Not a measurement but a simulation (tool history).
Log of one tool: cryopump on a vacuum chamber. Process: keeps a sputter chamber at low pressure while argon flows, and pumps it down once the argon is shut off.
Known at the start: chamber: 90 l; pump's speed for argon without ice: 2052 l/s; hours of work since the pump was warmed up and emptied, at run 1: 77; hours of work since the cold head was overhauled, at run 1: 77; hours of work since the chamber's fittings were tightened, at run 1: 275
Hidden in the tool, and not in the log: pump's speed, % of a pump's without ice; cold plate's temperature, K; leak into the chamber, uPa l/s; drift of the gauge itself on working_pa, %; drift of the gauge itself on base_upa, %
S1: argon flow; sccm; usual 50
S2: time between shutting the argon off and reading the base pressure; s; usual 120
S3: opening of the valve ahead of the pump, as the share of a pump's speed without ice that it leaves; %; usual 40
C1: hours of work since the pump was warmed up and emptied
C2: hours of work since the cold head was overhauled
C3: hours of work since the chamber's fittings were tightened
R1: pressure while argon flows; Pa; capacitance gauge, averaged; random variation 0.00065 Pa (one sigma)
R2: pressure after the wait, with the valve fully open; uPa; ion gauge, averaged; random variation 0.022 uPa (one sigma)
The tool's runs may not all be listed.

run,day,S1,S2,S3,C1,C2,C3,R1,R2
1,0.000,50,120,40,77,77,275,0.1040,0.82
2,0.588,50,120,40,83,83,281,0.1037,0.79
3,1.062,50,120,40,89,89,287,0.1049,0.78
4,1.688,50,120,40,96,96,293,0.1025,0.80
5,2.071,50,120,40,100,100,298,0.1041,0.79
6,2.629,50,120,40,106,106,304,0.1029,0.81
7,3.096,50,120,40,111,111,309,0.1042,0.80
8,3.483,56,120,40,116,116,314,0.1163,0.80
9,4.112,50,20,40,123,123,321,0.1035,2.89
10,4.467,50,120,40,127,127,325,0.1044,0.84
11,5.054,50,120,40,133,133,331,0.1039,0.81
12,5.625,50,120,40,140,140,337,0.1041,0.86
13,6.050,50,120,40,144,144,342,0.1042,0.82
14,6.379,50,120,40,148,148,346,0.1037,0.83
15,6.946,50,120,40,155,155,352,0.1044,0.86
16,7.421,50,120,40,160,160,358,0.1051,0.87
17,8.017,50,120,40,166,166,364,0.1048,0.89
18,8.454,50,53,58,171,171,369,0.0722,1.40
19,8.958,50,53,58,177,177,375,0.0719,1.39
20,9.396,22,29,18,182,182,380,0.1023,2.26
21,9.950,22,29,18,188,188,386,0.1013,2.10
22,10.246,24,42,46,191,191,389,0.0442,1.66
23,10.679,39,25,46,196,196,394,0.0707,2.51
24,11.312,28,49,40,203,203,401,0.0584,1.51
25,11.812,28,49,40,209,209,407,0.0592,1.53
26,12.429,50,120,43,216,216,414,0.0973,0.94
27,13.067,50,120,43,223,223,421,0.0980,0.89
28,13.638,40,50,26,229,229,427,0.1287,1.44
29,13.925,40,50,26,232,232,430,0.1295,1.47
30,14.225,22,36,37,236,236,434,0.0508,1.91
31,14.629,22,36,37,240,240,438,0.0502,1.91
32,15.171,47,135,43,246,246,444,0.0922,0.91
33,15.542,46,83,43,251,251,448,0.0905,1.10
34,16.150,84,158,40,257,257,455,0.1776,0.87

Measured less the same run without the tool's hidden state. The same run-to-run variation is in both; the gauge's scatter may not be:
run,R1,R2
1,+0.0010,+0.23
2,+0.0011,+0.23
3,+0.0011,+0.24
4,+0.0012,+0.24
5,+0.0012,+0.25
6,+0.0013,+0.25
7,+0.0013,+0.25
8,+0.0015,+0.26
9,+0.0014,+0.26
10,+0.0015,+0.27
11,+0.0015,+0.27
12,+0.0016,+0.28
13,+0.0017,+0.28
14,+0.0016,+0.28
15,+0.0017,+0.30
16,+0.0018,+0.31
17,+0.0019,+0.31
18,+0.0019,+0.31
19,+0.0021,+0.31
20,+0.0009,+0.33
21,+0.0009,+0.32
22,+0.0010,+0.33
23,+0.0017,+0.34
24,+0.0013,+0.34
25,+0.0013,+0.35
26,+0.0025,+0.37
27,+0.0025,+0.36
28,+0.0021,+0.35
29,+0.0021,+0.37
30,+0.0012,+0.38
31,+0.0012,+0.39
32,+0.0026,+0.39
33,+0.0026,+0.39
34,+0.0049,+0.39

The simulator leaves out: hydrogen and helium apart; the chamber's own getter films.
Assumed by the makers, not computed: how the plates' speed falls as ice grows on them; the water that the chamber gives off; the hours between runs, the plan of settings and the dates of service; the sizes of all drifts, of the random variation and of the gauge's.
